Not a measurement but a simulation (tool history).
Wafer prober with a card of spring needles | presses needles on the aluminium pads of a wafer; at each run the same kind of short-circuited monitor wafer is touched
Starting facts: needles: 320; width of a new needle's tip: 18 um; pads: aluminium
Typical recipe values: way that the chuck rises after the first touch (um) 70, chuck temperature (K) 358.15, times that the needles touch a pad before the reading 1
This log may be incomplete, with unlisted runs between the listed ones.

run,hour,way that the chuck rises after the first touch (um),chuck temperature (K),times that the needles touch a pad before the reading,resistance of one needle with its contact and lead (mohm),way that a needle slides on the pad (um)
1,0.0,70,358.15,1,179,18.16
# hour 9.9: tips cleaned on abrasive film
2,10.9,70,358.15,3,145,18.21
3,18.2,68,358.15,1,264,17.67
# hour 19.3: height of the first contact set anew
# hour 22.0: tips cleaned on abrasive film
4,28.8,68,358.15,1,236,18.51
# hour 34.1: tips cleaned on abrasive film
5,39.5,68,358.15,1,224,18.58
# hour 45.7: tips cleaned on abrasive film
6,46.1,68,358.15,1,153,18.53
7,55.4,68,358.15,1,266,18.77
# hour 57.7: tips cleaned on abrasive film
8,61.5,70,358.15,1,199,19.18
# hour 70.0: tips cleaned on abrasive film
9,71.5,70,358.15,1,165,19.13
10,80.2,70,323.15,1,255,18.99
# hour 82.1: tips cleaned on abrasive film
11,90.8,63,358.15,1,273,17.02
# hour 94.2: tips cleaned on abrasive film
12,98.1,70,312.15,2,169,19.04
# hour 105.6: tips cleaned on abrasive film
13,106.2,70,312.15,2,140,18.70
14,113.4,70,312.15,2,200,18.91
# hour 117.5: tips cleaned on abrasive film
15,124.2,70,302.15,2,186,19.32
# hour 129.6: tips cleaned on abrasive film
16,135.1,55,305.15,2,223,14.83
# hour 141.5: tips cleaned on abrasive film
17,142.5,65,347.15,1,164,17.37
18,150.7,51,347.15,2,280,13.87
# hour 152.9: tips cleaned on abrasive film
19,162.9,51,347.15,2,288,13.58
# hour 164.2: tips cleaned on abrasive film
20,175.1,61,347.15,3,202,16.25

Forecast each of these 4 alternatives for the next run:
# hour 176.0: tips cleaned on abrasive film
A,186.0,70,329.15,2,?,?
# hour 176.0: tips cleaned on abrasive film
B,186.0,70,358.15,3,?,?
# hour 176.0: tips cleaned on abrasive film
C,186.0,68,358.15,1,?,?
# hour 176.0: tips cleaned on abrasive film
D,186.0,61,347.15,2,?,?

run,resistance of one needle with its contact and lead (mohm),way that a needle slides on the pad (um)
A,211,18.79
B,184,18.64
C,275,18.00
D,244,16.20
Take away the tool's hidden state, keep each run's random variation, and the runs would have read:
run,resistance of one needle with its contact and lead (mohm),way that a needle slides on the pad (um)
A,124,19.25
B,131,19.10
C,130,18.46
D,133,16.66
